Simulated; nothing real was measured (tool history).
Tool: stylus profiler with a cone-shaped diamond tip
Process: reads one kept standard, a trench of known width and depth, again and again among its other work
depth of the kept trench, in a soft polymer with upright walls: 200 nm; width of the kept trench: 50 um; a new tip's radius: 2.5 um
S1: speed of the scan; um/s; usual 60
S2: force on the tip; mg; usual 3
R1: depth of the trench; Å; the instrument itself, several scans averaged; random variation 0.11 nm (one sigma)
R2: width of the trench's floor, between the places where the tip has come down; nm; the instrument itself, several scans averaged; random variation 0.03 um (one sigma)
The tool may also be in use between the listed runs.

run 1 hour=0 | S1=60 S2=3 | R1=2042.6 R2=46920
run 2 hour=35 | S1=60 S2=3 | R1=2044 R2=46930
run 3 hour=68.8 | S1=60 S2=3 | R1=2042.9 R2=46860
run 4 hour=117.9 | S1=60 S2=5.07 | R1=2059.3 R2=46920
run 5 hour=168.5 | S1=212 S2=3 | R1=2044.8 R2=46250
run 6 hour=195 | S1=212 S2=3 | R1=2046.1 R2=46210
run 7 hour=232.4 | S1=60 S2=7.71 | R1=2079.9 R2=46900
run 8 hour=254.4 | S1=60 S2=3 | R1=2044.1 R2=46800
run 9 hour=304.6 | S1=60 S2=3 | R1=2046.5 R2=46730
run 10 hour=347.9 | S1=60 S2=3 | R1=2046.4 R2=46710
run 11 hour=378.6 | S1=66 S2=3 | R1=2044.9 R2=46730
run 12 hour=416.7 | S1=66 S2=3 | R1=2046.2 R2=46750
run 13 hour=455.6 | S1=66 S2=3 | R1=2043.6 R2=46680
run 14 hour=485.7 | S1=22 S2=4.68 | R1=2058.3 R2=46890
run 15 hour=527.5 | S1=99 S2=4.68 | R1=2058.4 R2=46660
run 16 hour=559 | S1=15 S2=7.11 | R1=2076.1 R2=46890
run 17 hour=584 | S1=39 S2=7.5 | R1=2078.8 R2=46770
run 18 hour=615.1 | S1=39 S2=7.5 | R1=2078.8 R2=46760
run 19 hour=637.8 | S1=97 S2=4.23 | R1=2054.4 R2=46620
run 20 hour=690.3 | S1=19 S2=3.59 | R1=2051.7 R2=46820
run 21 hour=714.8 | S1=87 S2=3.19 | R1=2047.3 R2=46510
run 22 hour=758.4 | S1=23 S2=3.01 | R1=2046.7 R2=46770
run 23 hour=793.1 | S1=23 S2=3.01 | R1=2047.9 R2=46730

Forecast each of these 4 alternatives for the next run:
run A hour=826 | S1=184 S2=1.57 | R1=? R2=?
run B hour=826 | S1=27 S2=1.7 | R1=? R2=?
run C hour=826 | S1=150 S2=3 | R1=? R2=?
run D hour=826 | S1=145 S2=3.01 | R1=? R2=?

run=A R1=2032.2 R2=45810
run=B R1=2032.9 R2=46630
run=C R1=2048.7 R2=46220
run=D R1=2044.5 R2=46290
Without the tool's hidden state the same runs would have given:
run=A R1=2025 R2=47050
run=B R1=2025.6 R2=47870
run=C R1=2041.4 R2=47450
run=D R1=2037.2 R2=47530
